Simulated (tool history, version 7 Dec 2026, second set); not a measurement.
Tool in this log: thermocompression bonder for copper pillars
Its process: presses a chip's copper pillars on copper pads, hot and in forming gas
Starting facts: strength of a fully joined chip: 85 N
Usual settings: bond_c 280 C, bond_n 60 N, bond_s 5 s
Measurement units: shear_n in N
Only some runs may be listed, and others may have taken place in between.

run 1 hour=0 | bond_c=280 bond_n=60 bond_s=5 | shear_n=37.9
run 2 hour=4.3 | bond_c=300 bond_n=60 bond_s=5 | shear_n=48.8
run 3 hour=13.9 | bond_c=280 bond_n=63 bond_s=5 | shear_n=38.9
run 4 hour=18.7 | bond_c=280 bond_n=63 bond_s=3 | shear_n=32.5
run 5 hour=24 | bond_c=280 bond_n=42 bond_s=5 | shear_n=24.3
run 6 hour=32.4 | bond_c=280 bond_n=42 bond_s=5 | shear_n=25.2
run 7 hour=41.2 | bond_c=280 bond_n=42 bond_s=5 | shear_n=24.8
run 8 hour=51.1 | bond_c=280 bond_n=42 bond_s=5 | shear_n=25.1
run 9 hour=60 | bond_c=284 bond_n=60 bond_s=5 | shear_n=39.7
run 10 hour=64.4 | bond_c=280 bond_n=60 bond_s=5 | shear_n=37.8
run 11 hour=74.5 | bond_c=281 bond_n=60 bond_s=5 | shear_n=38.9
run 12 hour=80.8 | bond_c=281 bond_n=60 bond_s=5 | shear_n=39
run 13 hour=85 | bond_c=280 bond_n=60 bond_s=5 | shear_n=39
run 14 hour=91.1 | bond_c=278 bond_n=60 bond_s=5 | shear_n=37.4
run 15 hour=99.7 | bond_c=278 bond_n=60 bond_s=5 | shear_n=36.2
run 16 hour=109.9 | bond_c=278 bond_n=60 bond_s=5 | shear_n=37.4
run 17 hour=119.4 | bond_c=292 bond_n=42 bond_s=6 | shear_n=32.2
run 18 hour=125 | bond_c=273 bond_n=37 bond_s=6 | shear_n=21
-- hour=129.4 forming gas filter changed
run 19 hour=130.2 | bond_c=273 bond_n=37 bond_s=6 | shear_n=20.9
run 20 hour=134.7 | bond_c=274 bond_n=69 bond_s=6 | shear_n=43.5
run 21 hour=139.3 | bond_c=302 bond_n=73 bond_s=6 | shear_n=62.3
run 22 hour=147.6 | bond_c=280 bond_n=70 bond_s=5 | shear_n=45
run 23 hour=156.7 | bond_c=280 bond_n=37 bond_s=5 | shear_n=21.3
run 24 hour=161.3 | bond_c=300 bond_n=38 bond_s=8 | shear_n=36
run 25 hour=167.4 | bond_c=300 bond_n=38 bond_s=8 | shear_n=36.2
run 26 hour=177 | bond_c=300 bond_n=38 bond_s=8 | shear_n=36.9
run 27 hour=181.3 | bond_c=294 bond_n=38 bond_s=14 | shear_n=40.1
run 28 hour=191 | bond_c=285 bond_n=81 bond_s=6 | shear_n=57.7

Run 29 is up next; what results do you expect?
run 29 hour=200.5 | bond_c=285 bond_n=81 bond_s=6 | shear_n=?

{"run 29": {"shear_n": 56.7}}
Had the tool carried no hidden state, the very same run would have given shear_n 56.7 N.

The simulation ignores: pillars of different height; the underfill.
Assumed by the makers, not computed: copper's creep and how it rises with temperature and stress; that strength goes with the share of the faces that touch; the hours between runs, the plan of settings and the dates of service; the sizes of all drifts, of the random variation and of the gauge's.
